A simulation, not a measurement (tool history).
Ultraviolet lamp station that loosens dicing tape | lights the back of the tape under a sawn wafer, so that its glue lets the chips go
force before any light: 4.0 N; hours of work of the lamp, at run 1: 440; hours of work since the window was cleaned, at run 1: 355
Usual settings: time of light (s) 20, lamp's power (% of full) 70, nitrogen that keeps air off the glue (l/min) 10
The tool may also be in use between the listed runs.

| run | day | time of light (s) | lamp's power (% of full) | nitrogen that keeps air off the glue (l/min) | hours of work of the lamp | hours of work since the window was cleaned | force that peels the tape off (N) | light that reached the tape (mJ/cm2) |
|---|---|---|---|---|---|---|---|---|
| 1 | 0.000 | 20 | 70 | 10 | 440 | 355 | 0.427 | 275 |
|  | 0.983 | window cleaned of glue's vapour |
| 2 | 1.271 | 20 | 70 | 10 | 459 | 4 | 0.330 | 318 |
| 3 | 2.421 | 20 | 70 | 10 | 476 | 22 | 0.341 | 311 |
| 4 | 3.146 | 20 | 70 | 10 | 487 | 32 | 0.342 | 308 |
| 5 | 4.200 | 20 | 70 | 10 | 503 | 48 | 0.339 | 304 |
| 6 | 5.038 | 20 | 70 | 10 | 516 | 61 | 0.355 | 301 |
| 7 | 6.162 | 20 | 70 | 10 | 532 | 78 | 0.348 | 300 |
| 8 | 6.758 | 21 | 70 | 10 | 541 | 87 | 0.326 | 310 |
| 9 | 7.521 | 20 | 70 | 11 | 553 | 98 | 0.339 | 296 |
| 10 | 8.283 | 28 | 70 | 10 | 564 | 110 | 0.195 | 408 |
| 11 | 9.283 | 28 | 70 | 10 | 579 | 125 | 0.200 | 403 |
| 12 | 10.208 | 28 | 70 | 10 | 593 | 139 | 0.213 | 398 |
| 13 | 11.038 | 28 | 70 | 10 | 606 | 151 | 0.206 | 402 |
| 14 | 12.008 | 28 | 70 | 10 | 620 | 166 | 0.222 | 400 |
| 15 | 12.942 | 20 | 70 | 10 | 634 | 180 | 0.395 | 282 |
| 16 | 14.225 | 20 | 70 | 10 | 654 | 199 | 0.416 | 282 |
| 17 | 14.854 | 20 | 94 | 10 | 663 | 209 | 0.245 | 371 |
| 18 | 15.562 | 20 | 89 | 19 | 674 | 219 | 0.177 | 349 |
| 19 | 16.854 | 13 | 70 | 10 | 693 | 239 | 0.880 | 176 |
| 20 | 17.575 | 13 | 89 | 12 | 704 | 250 | 0.549 | 223 |
| 21 | 18.146 | 13 | 76 | 14 | 713 | 258 | 0.653 | 189 |
| 22 | 19.088 | 20 | 89 | 17 | 727 | 272 | 0.199 | 336 |
| 23 | 19.654 | 38 | 88 | 13 | 735 | 281 | 0.117 | 633 |
| 24 | 20.304 | 20 | 84 | 5 | 745 | 291 | 0.575 | 313 |
| 25 | 20.883 | 20 | 84 | 5 | 754 | 299 | 0.591 | 314 |
| 26 | 21.912 | 20 | 83 | 5 | 769 | 315 | 0.605 | 306 |
| 27 | 22.588 | 12 | 81 | 19 | 779 | 325 | 0.584 | 178 |
| 28 | 23.621 | 20 | 66 | 5 | 795 | 340 | 0.901 | 237 |
| 29 | 24.371 | 20 | 66 | 5 | 806 | 352 | 0.880 | 242 |
| 30 | 25.396 | 14 | 75 | 8 | 822 | 367 | 0.929 | 183 |
|  | 25.571 | window cleaned of glue's vapour |
| 31 | 26.667 | 14 | 75 | 8 | 841 | 17 | 0.792 | 216 |

4 ways to go on from here, each from the tool as it stands after run 31. What would each give?
| A | 27.592 | 11 | 67 | 3 | 854 | 30 | ? | ? |
| B | 27.592 | 20 | 70 | 7 | 854 | 30 | ? | ? |
| C | 27.592 | 16 | 75 | 4 | 854 | 30 | ? | ? |
| D | 27.592 | 12 | 75 | 8 | 854 | 30 | ? | ? |

| run | force that peels the tape off (N) | light that reached the tape (mJ/cm2) |
|---|---|---|
| A | 1.888 | 143 |
| B | 0.542 | 283 |
| C | 0.972 | 240 |
| D | 0.986 | 181 |
Without the tool's hidden state the same runs would have given:
| run | force that peels the tape off (N) | light that reached the tape (mJ/cm2) |
|---|---|---|
| A | 1.544 | 182 |
| B | 0.354 | 358 |
| C | 0.691 | 303 |
| D | 0.697 | 229 |
